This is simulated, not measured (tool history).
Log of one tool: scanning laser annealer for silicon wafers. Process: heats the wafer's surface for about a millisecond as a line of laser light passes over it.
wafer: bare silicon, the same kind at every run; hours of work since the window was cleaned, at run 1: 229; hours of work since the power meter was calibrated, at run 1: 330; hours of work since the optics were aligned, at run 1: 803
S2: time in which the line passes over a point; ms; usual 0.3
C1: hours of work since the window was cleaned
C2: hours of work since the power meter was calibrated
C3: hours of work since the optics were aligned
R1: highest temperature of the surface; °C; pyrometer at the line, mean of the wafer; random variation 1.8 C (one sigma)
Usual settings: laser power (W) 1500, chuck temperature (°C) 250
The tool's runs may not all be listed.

run 1 day=0 | laser_power_(W)=1500 S2=0.3 chuck_temperature_(°C)=250 | C1=229 C2=330 C3=803 | R1=953
run 2 day=0.612 | laser_power_(W)=1500 S2=0.3 chuck_temperature_(°C)=250 | C1=237 C2=338 C3=811 | R1=952
run 3 day=1.125 | laser_power_(W)=1500 S2=0.3 chuck_temperature_(°C)=250 | C1=244 C2=345 C3=818 | R1=956
run 4 day=1.588 | laser_power_(W)=1500 S2=0.3 chuck_temperature_(°C)=250 | C1=250 C2=351 C3=824 | R1=952
run 5 day=2.258 | laser_power_(W)=1500 S2=0.3 chuck_temperature_(°C)=250 | C1=259 C2=360 C3=833 | R1=954
run 6 day=2.879 | laser_power_(W)=1500 S2=0.3 chuck_temperature_(°C)=250 | C1=267 C2=368 C3=841 | R1=956
run 7 day=3.596 | laser_power_(W)=1500 S2=0.3 chuck_temperature_(°C)=250 | C1=276 C2=377 C3=850 | R1=952
run 8 day=3.971 | laser_power_(W)=1326 S2=0.3 chuck_temperature_(°C)=250 | C1=281 C2=382 C3=855 | R1=859
run 9 day=4.667 | laser_power_(W)=1326 S2=0.303 chuck_temperature_(°C)=250 | C1=290 C2=391 C3=864 | R1=861
run 10 day=5.242 | laser_power_(W)=1326 S2=0.303 chuck_temperature_(°C)=250 | C1=297 C2=399 C3=871 | R1=863
run 11 day=5.879 | laser_power_(W)=1326 S2=0.248 chuck_temperature_(°C)=250 | C1=306 C2=407 C3=880 | R1=798
run 12 day=6.317 | laser_power_(W)=1500 S2=0.3 chuck_temperature_(°C)=250 | C1=311 C2=413 C3=885 | R1=956
run 13 day=6.729 | laser_power_(W)=1500 S2=0.227 chuck_temperature_(°C)=250 | C1=317 C2=418 C3=891 | R1=846
run 14 day=7.375 | laser_power_(W)=1500 S2=0.227 chuck_temperature_(°C)=250 | C1=325 C2=426 C3=899 | R1=847
run 15 day=8.196 | laser_power_(W)=1500 S2=0.227 chuck_temperature_(°C)=250 | C1=336 C2=437 C3=910 | R1=852
run 16 day=8.908 | laser_power_(W)=1500 S2=0.336 chuck_temperature_(°C)=250 | C1=345 C2=446 C3=919 | R1=1001
run 17 day=9.721 | laser_power_(W)=1500 S2=0.336 chuck_temperature_(°C)=250 | C1=356 C2=457 C3=930 | R1=1003
run 18 day=10.496 | laser_power_(W)=1500 S2=0.3 chuck_temperature_(°C)=250 | C1=366 C2=467 C3=940 | R1=952
run 19 day=10.962 | laser_power_(W)=1500 S2=0.3 chuck_temperature_(°C)=250 | C1=372 C2=473 C3=946 | R1=951
run 20 day=11.762 | laser_power_(W)=1500 S2=0.3 chuck_temperature_(°C)=250 | C1=382 C2=483 C3=956 | R1=955
run 21 day=12.55 | laser_power_(W)=1500 S2=0.3 chuck_temperature_(°C)=250 | C1=392 C2=494 C3=966 | R1=952
run 22 day=13.383 | laser_power_(W)=1556 S2=0.331 chuck_temperature_(°C)=269 | C1=403 C2=504 C3=977 | R1=1047
run 23 day=14.171 | laser_power_(W)=1556 S2=0.331 chuck_temperature_(°C)=269 | C1=413 C2=515 C3=988 | R1=1045
run 24 day=14.646 | laser_power_(W)=1556 S2=0.331 chuck_temperature_(°C)=269 | C1=420 C2=521 C3=994 | R1=1051

The next listed run, before its measurement:
run 25 day=15.046 | laser_power_(W)=1397 S2=0.226 chuck_temperature_(°C)=262 | C1=425 C2=526 C3=999 | R1=?

Run 25 gave R1 812 °C.
Without the tool's hidden state the same run would have given R1 813 °C.
